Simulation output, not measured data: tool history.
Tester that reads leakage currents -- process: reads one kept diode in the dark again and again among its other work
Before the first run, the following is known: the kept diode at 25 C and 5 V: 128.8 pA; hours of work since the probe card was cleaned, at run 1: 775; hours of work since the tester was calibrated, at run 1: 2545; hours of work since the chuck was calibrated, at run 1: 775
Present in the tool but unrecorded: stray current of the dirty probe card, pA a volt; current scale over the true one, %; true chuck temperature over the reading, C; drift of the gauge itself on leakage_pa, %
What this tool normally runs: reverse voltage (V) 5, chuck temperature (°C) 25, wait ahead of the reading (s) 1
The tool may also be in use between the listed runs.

run	hour	reverse voltage (V)	chuck temperature (°C)	wait ahead of the reading (s)	hours of work since the probe card was cleaned	hours of work since the tester was calibrated	hours of work since the chuck was calibrated	current that the tester gives (pA)
1	0	5	25	1	775	2545	775	152.48
2	136.4	5	37	1	838	2608	838	348.72
3	223.5	5	25	1	879	2648	879	156.31
4	396.2	5	25	1.42	959	2728	959	159.21
# hour 478.2: chuck's temperature calibrated
5	497.6	5	25	1	1005	2775	9	136.16
6	611	5	25	1	1057	2827	62	137.9
7	710.1	9.14	25	1	1103	2873	107	183.41
8	828	9.14	27	1	1158	2928	162	211.36
9	1009.3	9.14	27	1	1242	3012	246	214.85
10	1161.7	9.14	27	1	1312	3082	317	218.22
11	1287.4	9.14	27	1	1371	3141	375	221.17
12	1405	9.14	27	1	1425	3195	430	223.95
13	1492.2	9.14	27	1	1466	3235	470	226.2
14	1574.4	9.14	27	1	1504	3274	508	227.73
15	1672	9.14	27	1	1549	3319	553	229.77
16	1861.2	2.38	58	1.69	1637	3406	641	911.17
17	2024.3	1.69	28	0.98	1712	3482	717	121.1
# hour 2077: probe card cleaned and baked
# hour 2127.7: tester calibrated
18	2217.7	1.69	28	0.98	64	42	804	117.14
19	2391.1	7.76	26	8.52	145	122	884	195.89
20	2556.6	7.76	26	8.52	221	199	961	199.87
# hour 2629.2: chuck's temperature calibrated
21	2746.5	1.04	24	4.39	308	286	54	63.22
22	2896.2	1.04	24	4.39	378	355	124	64.02
23	2977.6	1.04	24	4.39	416	393	161	64.9
24	3108.3	1.04	24	4.39	476	454	222	65.63

A few steps of current that the tester gives (pA) between consecutive runs. Split each: what settings, incoming material and random variation would produce without the hidden state, and what is left over for the hidden state, along with gauge scatter present in only one of the two compared results (measured, and without hidden state):
Run 15 -> 16: reverse voltage (V) 9.14 -> 2.38, chuck temperature (°C) 27 -> 58, wait ahead of the reading (s) 1 -> 1.69. current that the tester gives (pA) +681.4: hidden state +61.77, all else +619.63.
Run 16 -> 17: reverse voltage (V) 2.38 -> 1.69, chuck temperature (°C) 58 -> 28, wait ahead of the reading (s) 1.69 -> 0.98. current that the tester gives (pA) -790.07: hidden state -80.53, all else -709.54.

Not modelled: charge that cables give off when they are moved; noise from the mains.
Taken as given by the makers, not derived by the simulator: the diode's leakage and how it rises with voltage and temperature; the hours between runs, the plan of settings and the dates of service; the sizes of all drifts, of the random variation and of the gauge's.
